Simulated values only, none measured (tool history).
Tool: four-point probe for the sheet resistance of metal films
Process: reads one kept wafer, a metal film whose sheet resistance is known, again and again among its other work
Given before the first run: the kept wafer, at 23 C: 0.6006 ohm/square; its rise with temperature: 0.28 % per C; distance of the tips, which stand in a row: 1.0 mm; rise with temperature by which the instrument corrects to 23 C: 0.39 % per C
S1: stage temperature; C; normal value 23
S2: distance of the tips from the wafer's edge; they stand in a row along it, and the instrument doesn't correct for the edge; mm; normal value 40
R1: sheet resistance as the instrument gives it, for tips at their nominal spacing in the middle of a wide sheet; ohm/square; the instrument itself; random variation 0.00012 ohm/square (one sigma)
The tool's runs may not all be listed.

{"run": 1, "day": 0.0, "S1": 23, "S2": 40, "R1": 0.604583}
{"run": 2, "day": 1.471, "S1": 23, "S2": 40, "R1": 0.604332}
{"run": 3, "day": 2.392, "S1": 23, "S2": 64, "R1": 0.60465}
{"run": 4, "day": 3.508, "S1": 23, "S2": 64, "R1": 0.604667}
{"run": 5, "day": 4.646, "S1": 23, "S2": 53, "R1": 0.604647}
{"run": 6, "day": 5.475, "S1": 19, "S2": 40, "R1": 0.607295}
{"run": 7, "day": 6.408, "S1": 23, "S2": 40, "R1": 0.604779}
{"run": 8, "day": 7.192, "S1": 23, "S2": 17, "R1": 0.605817}
{"run": 9, "day": 8.0, "S1": 23, "S2": 40, "R1": 0.605103}
{"run": 10, "day": 9.321, "S1": 23, "S2": 40, "R1": 0.604854}
{"run": 11, "day": 10.271, "S1": 31, "S2": 40, "R1": 0.599639}
{"run": 12, "day": 11.317, "S1": 31, "S2": 40, "R1": 0.599916}
{"run": 13, "day": 12.667, "S1": 23, "S2": 40, "R1": 0.604876}
{"run": 14, "day": 13.375, "S1": 23, "S2": 40, "R1": 0.605241}
{"run": 15, "day": 14.454, "S1": 23, "S2": 42, "R1": 0.605309}
{"run": 16, "day": 15.308, "S1": 25, "S2": 40, "R1": 0.60375}
{"run": 17, "day": 16.912, "S1": 23, "S2": 6, "R1": 0.61396}
{"run": 18, "day": 18.242, "S1": 23, "S2": 40, "R1": 0.605183}
{"run": 19, "day": 19.438, "S1": 23, "S2": 40, "R1": 0.605435}
{"run": 20, "day": 20.625, "S1": 22, "S2": 40, "R1": 0.605949}
{"run": 21, "day": 21.958, "S1": 22, "S2": 40, "R1": 0.605743}
{"run": 22, "day": 22.767, "S1": 26, "S2": 19, "R1": 0.604152}
{"run": 23, "day": 23.612, "S1": 26, "S2": 21, "R1": 0.603961}
{"run": 24, "day": 24.404, "S1": 18, "S2": 40, "R1": 0.608984}
{"run": 25, "day": 25.5, "S1": 18, "S2": 40, "R1": 0.608904}
{"run": 26, "day": 26.9, "S1": 23, "S2": 51, "R1": 0.605546}
{"run": 27, "day": 28.296, "S1": 19, "S2": 11, "R1": 0.610683}
{"day": 28.396, "done": "stage's thermometer calibrated"}
{"day": 29.258, "done": "new probe head fitted"}
{"run": 28, "day": 29.258, "S1": 26, "S2": 57, "R1": 0.601247}
{"run": 29, "day": 29.975, "S1": 26, "S2": 57, "R1": 0.60111}
{"run": 30, "day": 30.854, "S1": 32, "S2": 15, "R1": 0.598943}
{"run": 31, "day": 31.596, "S1": 32, "S2": 15, "R1": 0.598923}
{"run": 32, "day": 33.062, "S1": 23, "S2": 5, "R1": 0.615837}
{"run": 33, "day": 34.688, "S1": 23, "S2": 5, "R1": 0.615932}
{"run": 34, "day": 35.5, "S1": 23, "S2": 5, "R1": 0.615905}
{"day": 36.042, "done": "stage's thermometer calibrated, once more"}
{"run": 35, "day": 36.271, "S1": 27, "S2": 40, "R1": 0.601087}
{"run": 36, "day": 37.1, "S1": 27, "S2": 40, "R1": 0.601258}
{"run": 37, "day": 38.304, "S1": 33, "S2": 8, "R1": 0.602117}
{"run": 38, "day": 39.458, "S1": 22, "S2": 53, "R1": 0.604503}
{"run": 39, "day": 41.038, "S1": 19, "S2": 40, "R1": 0.606567}
{"run": 40, "day": 42.646, "S1": 30, "S2": 3, "R1": 0.632882}
{"run": 41, "day": 44.042, "S1": 30, "S2": 3, "R1": 0.633028}

Here are 4 independent what-if runs from the current tool condition. What would each one return?
{"run": "A", "day": 45.467, "S1": 28, "S2": 46, "R1": "?"}
{"run": "B", "day": 45.467, "S1": 32, "S2": 4, "R1": "?"}
{"run": "C", "day": 45.467, "S1": 23, "S2": 3, "R1": "?"}
{"run": "D", "day": 45.467, "S1": 30, "S2": 3, "R1": "?"}

run=A R1=0.601153
run=B R1=0.617613
run=C R1=0.637828
run=D R1=0.632958
Stripped of hidden state, with their random variation kept, the same runs would have yielded:
run=A R1=0.597898
run=B R1=0.614278
run=C R1=0.634392
run=D R1=0.629548

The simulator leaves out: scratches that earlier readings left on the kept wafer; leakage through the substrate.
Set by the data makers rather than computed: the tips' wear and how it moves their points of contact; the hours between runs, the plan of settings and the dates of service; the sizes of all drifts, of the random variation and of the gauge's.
